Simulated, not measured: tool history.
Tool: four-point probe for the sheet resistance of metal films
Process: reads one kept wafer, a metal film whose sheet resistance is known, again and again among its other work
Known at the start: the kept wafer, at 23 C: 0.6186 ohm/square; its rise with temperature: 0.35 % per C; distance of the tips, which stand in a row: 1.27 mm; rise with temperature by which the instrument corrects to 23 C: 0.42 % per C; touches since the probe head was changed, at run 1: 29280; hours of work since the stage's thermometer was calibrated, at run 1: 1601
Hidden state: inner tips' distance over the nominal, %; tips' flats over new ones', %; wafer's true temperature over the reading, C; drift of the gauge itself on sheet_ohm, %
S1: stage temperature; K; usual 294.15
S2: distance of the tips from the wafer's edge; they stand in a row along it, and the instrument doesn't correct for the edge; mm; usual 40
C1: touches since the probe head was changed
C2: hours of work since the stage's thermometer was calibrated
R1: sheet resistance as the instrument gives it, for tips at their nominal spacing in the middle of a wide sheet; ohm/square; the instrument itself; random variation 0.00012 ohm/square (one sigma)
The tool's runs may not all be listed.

run 1 hour=0 | S1=294.15 S2=40 | C1=29280 C2=1601 | R1=0.61984
run 2 hour=28.5 | S1=294.15 S2=40 | C1=29853 C2=1614 | R1=0.619852
run 3 hour=73.5 | S1=294.15 S2=40 | C1=30755 C2=1635 | R1=0.619857
run 4 hour=121.4 | S1=294.15 S2=40 | C1=31718 C2=1658 | R1=0.619898
run 5 hour=153.5 | S1=294.15 S2=43 | C1=32362 C2=1673 | R1=0.619985
run 6 hour=198.1 | S1=294.15 S2=43 | C1=33259 C2=1693 | R1=0.619848
run 7 hour=246.6 | S1=294.15 S2=43 | C1=34233 C2=1716 | R1=0.619791
run 8 hour=298.3 | S1=294.15 S2=43 | C1=35271 C2=1740 | R1=0.619689
run 9 hour=337.9 | S1=294.15 S2=40 | C1=36067 C2=1759 | R1=0.619845
-- hour=358 stage's thermometer calibrated
run 10 hour=406.7 | S1=294.15 S2=40 | C1=37438 C2=23 | R1=0.619864
run 11 hour=461 | S1=294.15 S2=40 | C1=38528 C2=48 | R1=0.619939

The next listed run, before its measurement:
run 12 hour=501.9 | S1=291.15 S2=20 | C1=39350 C2=67 | R1=?

R1: 0.62215 ohm/square
Without the tool's hidden state the same run would have given R1 0.622085 ohm/square.

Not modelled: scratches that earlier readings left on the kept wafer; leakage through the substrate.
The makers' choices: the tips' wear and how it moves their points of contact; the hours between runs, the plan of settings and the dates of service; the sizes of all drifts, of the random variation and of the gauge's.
